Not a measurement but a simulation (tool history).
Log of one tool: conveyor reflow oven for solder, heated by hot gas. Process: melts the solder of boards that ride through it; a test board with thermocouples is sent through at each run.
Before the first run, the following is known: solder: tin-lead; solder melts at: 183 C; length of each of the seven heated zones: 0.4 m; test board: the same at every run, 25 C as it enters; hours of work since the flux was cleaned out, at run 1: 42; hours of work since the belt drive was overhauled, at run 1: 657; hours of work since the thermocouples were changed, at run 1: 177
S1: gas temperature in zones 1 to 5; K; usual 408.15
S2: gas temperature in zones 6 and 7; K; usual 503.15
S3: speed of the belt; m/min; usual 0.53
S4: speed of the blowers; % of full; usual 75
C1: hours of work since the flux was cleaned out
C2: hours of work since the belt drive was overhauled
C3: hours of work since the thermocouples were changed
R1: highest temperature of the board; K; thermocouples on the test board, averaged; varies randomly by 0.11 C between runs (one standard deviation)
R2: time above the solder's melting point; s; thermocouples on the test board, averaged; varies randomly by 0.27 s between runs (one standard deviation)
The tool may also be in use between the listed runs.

run,hour,S1,S2,S3,S4,C1,C2,C3,R1,R2
1,0,408.15,503.15,0.53,75,42,657,177,489.35,66.6
2,25.1,408.15,510.15,0.53,75,55,670,190,495.55,71.7
3,63.6,408.15,510.15,0.53,75,74,690,210,495.65,70.8
4,91.8,402.15,503.15,0.53,75,89,704,224,488.45,63.5
5,118.2,402.15,503.15,0.53,75,102,718,238,488.35,63
6,153.6,402.15,503.15,0.53,75,121,736,256,488.45,63.3
7,176.8,408.15,503.15,0.53,75,133,748,268,488.95,66.4
8,204.1,408.15,503.15,0.53,75,147,762,282,489.35,66.9
9,242.1,408.15,503.15,0.53,75,166,781,302,489.35,66.6
10,258.7,408.15,503.15,0.53,75,175,790,310,489.35,66.8
11,275.1,413.15,503.15,0.53,75,183,798,319,490.05,69.4
12,304.2,413.15,503.15,0.53,75,198,813,334,489.95,69.2
# hour 315.1: flux residue cleaned out of gas plates and filters
13,336,413.15,503.15,0.53,75,11,827,347,490.05,69.4
14,359,413.15,503.15,0.53,75,23,839,359,490.25,69.2
15,393.8,413.15,503.15,0.53,75,40,857,377,489.85,69.5
16,421.6,418.15,503.15,0.53,75,55,871,391,490.85,71.9
17,451.3,422.15,497.15,0.53,75,70,886,407,485.75,69.6
18,482.3,422.15,497.15,0.53,75,86,902,423,486.05,70
19,504.1,422.15,497.15,0.53,75,97,913,434,486.25,69.7
20,523.8,422.15,497.15,0.53,75,107,924,444,486.25,69.9
21,545.4,422.15,497.15,0.53,75,118,935,455,486.15,69.8
22,574.9,422.15,497.15,0.53,75,134,950,470,486.05,70.2
23,595.3,408.15,507.15,0.637,75,144,960,481,486.95,51.7
24,631.5,408.15,503.15,0.53,84,163,979,499,491.45,68.8
25,652.3,408.15,503.15,0.53,83,173,990,510,491.15,68.4
26,690,396.15,503.15,0.571,88,193,1009,529,488.65,57.3
# hour 709.6: flux residue cleaned out of gas plates and filters
27,712.6,396.15,503.15,0.571,88,2,1018,538,488.85,57.6
28,740.6,408.15,507.15,0.53,75,16,1033,553,492.75,69.5
29,762.1,408.15,507.15,0.53,75,27,1044,564,492.85,69.8
30,793.5,408.15,495.15,0.53,75,43,1060,580,482.15,59.5
31,828.4,408.15,495.15,0.53,75,61,1078,598,482.15,59.1

4 ways to go on from here, each from the tool as it stands after run 31. What would each give?
A,857.1,408.15,504.15,0.53,75,76,1092,613,?,?
B,857.1,410.15,495.15,0.513,63,76,1092,613,?,?
C,857.1,410.15,510.15,0.53,75,76,1092,613,?,?
D,857.1,412.15,509.15,0.53,61,76,1092,613,?,?

run,R1,R2
A,490.15,67.5
B,480.15,58.6
C,495.95,72.4
D,490.85,68.2
What these runs would have given with no unlogged condition in the tool:
run,R1,R2
A,490.15,67.4
B,480.15,58.5
C,495.85,72.3
D,490.75,68.1

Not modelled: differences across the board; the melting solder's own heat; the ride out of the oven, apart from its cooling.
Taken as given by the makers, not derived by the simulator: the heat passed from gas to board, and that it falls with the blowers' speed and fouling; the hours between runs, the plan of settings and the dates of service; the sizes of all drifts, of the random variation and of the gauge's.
